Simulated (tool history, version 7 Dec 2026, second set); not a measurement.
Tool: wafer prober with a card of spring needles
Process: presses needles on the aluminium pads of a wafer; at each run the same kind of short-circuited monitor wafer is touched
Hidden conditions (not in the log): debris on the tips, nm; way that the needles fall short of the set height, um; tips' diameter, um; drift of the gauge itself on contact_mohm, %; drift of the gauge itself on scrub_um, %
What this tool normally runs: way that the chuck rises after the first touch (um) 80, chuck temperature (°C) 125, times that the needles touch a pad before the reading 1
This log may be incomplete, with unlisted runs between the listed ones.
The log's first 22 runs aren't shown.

| run | day | way that the chuck rises after the first touch (um) | chuck temperature (°C) | times that the needles touch a pad before the reading | touches since the tips were cleaned | cleanings since the card got new needles | touches since the first contact's height was set | resistance of one needle with its contact and lead (mohm) | way that a needle slides on the pad (um) |
|---|---|---|---|---|---|---|---|---|---|
|  | 14.071 | tips cleaned on abrasive film |
| 23 | 14.279 | 76 | 37 | 1 | 1675 | 30 | 50969 | 288 | 15.67 |
|  | 14.579 | tips cleaned on abrasive film |
| 24 | 14.938 | 80 | 33 | 1 | 2879 | 31 | 56181 | 287 | 16.41 |
|  | 15.042 | tips cleaned on abrasive film |
|  | 15.521 | tips cleaned on abrasive film |
| 25 | 15.525 | 66 | 37 | 1 | 55 | 33 | 60776 | 287 | 13.41 |
|  | 16.008 | tips cleaned on abrasive film |
| 26 | 16.058 | 62 | 42 | 1 | 387 | 34 | 64969 | 292 | 12.63 |
| 27 | 16.429 | 62 | 42 | 1 | 3329 | 34 | 67911 | 303 | 12.57 |
|  | 16.483 | tips cleaned on abrasive film |
|  | 16.950 | tips cleaned on abrasive film |
| 28 | 16.975 | 85 | 70 | 1 | 185 | 36 | 72189 | 293 | 17.32 |
|  | 17.433 | tips cleaned on abrasive film |
| 29 | 17.617 | 80 | 125 | 1 | 1459 | 37 | 77265 | 317 | 16.30 |
|  | 17.908 | tips cleaned on abrasive film |
| 30 | 18.025 | 85 | 125 | 1 | 929 | 38 | 80468 | 313 | 17.41 |

Below are 3 alternative next runs, each starting from the tool's condition after run 30. Predict each:
|  | 18.354 | tips cleaned on abrasive film |
| A | 18.392 | 78 | 106 | 1 | 295 | 39 | 83364 | ? | ? |
|  | 18.354 | tips cleaned on abrasive film |
| B | 18.392 | 82 | 125 | 1 | 295 | 39 | 83364 | ? | ? |
|  | 18.354 | tips cleaned on abrasive film |
| C | 18.392 | 93 | 125 | 2 | 295 | 39 | 83364 | ? | ? |

| run | resistance of one needle with its contact and lead (mohm) | way that a needle slides on the pad (um) |
|---|---|---|
| A | 310 | 15.81 |
| B | 314 | 16.67 |
| C | 309 | 18.97 |
The same runs, with their run-to-run variation unchanged, on a tool lacking any hidden condition would have given:
| run | resistance of one needle with its contact and lead (mohm) | way that a needle slides on the pad (um) |
|---|---|---|
| A | 306 | 16.29 |
| B | 310 | 17.15 |
| C | 307 | 19.45 |
